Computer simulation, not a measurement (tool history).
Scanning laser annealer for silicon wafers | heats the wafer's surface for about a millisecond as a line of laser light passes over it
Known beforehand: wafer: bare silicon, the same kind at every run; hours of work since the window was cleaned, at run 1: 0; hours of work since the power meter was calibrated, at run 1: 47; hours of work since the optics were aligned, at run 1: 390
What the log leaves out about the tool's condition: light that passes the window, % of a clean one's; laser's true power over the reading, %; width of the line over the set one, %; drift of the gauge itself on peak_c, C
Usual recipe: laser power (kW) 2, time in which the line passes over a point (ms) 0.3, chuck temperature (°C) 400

run	day	laser power (kW)	time in which the line passes over a point (ms)	chuck temperature (°C)	hours of work since the window was cleaned	hours of work since the power meter was calibrated	hours of work since the optics were aligned	highest temperature of the surface (°C)
1	0	2	0.3	400	0	47	390	1123
2	1.275	2	0.3	400	18	65	408	1119
3	1.946	2	0.3	400	27	74	417	1119
4	2.962	2	0.3	400	42	89	432	1113
5	3.662	2	0.3	400	51	98	441	1113
6	4.496	2.162	0.3	400	63	110	453	1191
7	5.583	2	0.244	400	78	125	468	1046
8	7.046	2	0.244	400	99	146	489	1044
9	8.033	2	0.3	379	113	160	503	1083
10	9.654	2	0.3	379	135	182	525	1084
11	10.571	1.739	0.3	400	148	195	538	984
12	11.908	2	0.3	423	167	214	557	1122
13	12.717	2	0.3	400	178	225	568	1096
14	14.271	2	0.3	400	200	247	590	1097
15	15.408	2	0.3	400	216	263	606	1097
16	16.417	2	0.3	400	230	277	620	1091
17	17.35	2	0.3	400	243	290	633	1092
18	18.754	2	0.333	400	263	310	653	1121
19	20.071	2	0.3	376	281	329	672	1058
20	21.421	2	0.3	400	300	347	690	1084
21	22.862	2	0.3	400	321	368	711	1081
22	24	2.027	0.23	382	337	384	727	990
23	25.308	1.857	0.375	399	355	402	745	1077
24	26.038	1.857	0.375	399	365	412	755	1076
25	26.812	1.857	0.375	399	376	423	766	1077
26	27.729	2.163	0.356	389	389	436	779	1194
27	28.629	2.163	0.356	389	402	449	792	1196
28	29.829	2	0.349	400	418	465	808	1116
# day 30.962: window over the wafer cleaned
29	31.208	1.842	0.349	433	3	484	827	1125
30	32.321	2.035	0.227	420	19	499	842	1063
31	33.438	1.925	0.3	418	35	515	858	1099
32	34.404	2.09	0.293	426	48	528	871	1176
33	35.171	2.09	0.293	393	59	539	882	1141
34	36.154	1.786	0.3	400	73	553	896	1012
35	37.271	1.786	0.3	400	89	569	912	1009
36	38.196	2.129	0.3	411	101	582	925	1177
37	39.617	2.172	0.227	408	121	601	945	1098
38	40.408	2.172	0.227	408	132	613	956	1096
# day 41.279: optics aligned, line set to its width
39	41.433	2.185	0.291	407	144	624	2	1197
40	42.617	2.184	0.3	393	161	641	19	1183
41	43.892	2.184	0.3	393	178	659	37	1183
42	45.088	2	0.3	401	195	675	53	1106

Branching from run 42: 3 alternative next runs. What would each branch give?
A	45.746	2	0.3	382	204	685	63	?
B	45.746	2.148	0.252	401	204	685	63	?
C	45.746	2.199	0.3	401	204	685	63	?

run	highest temperature of the surface (°C)
A	1082
B	1114
C	1195
Stripped of hidden state, with their random variation kept, the same runs would have yielded:
run	highest temperature of the surface (°C)
A	1108
B	1141
C	1226
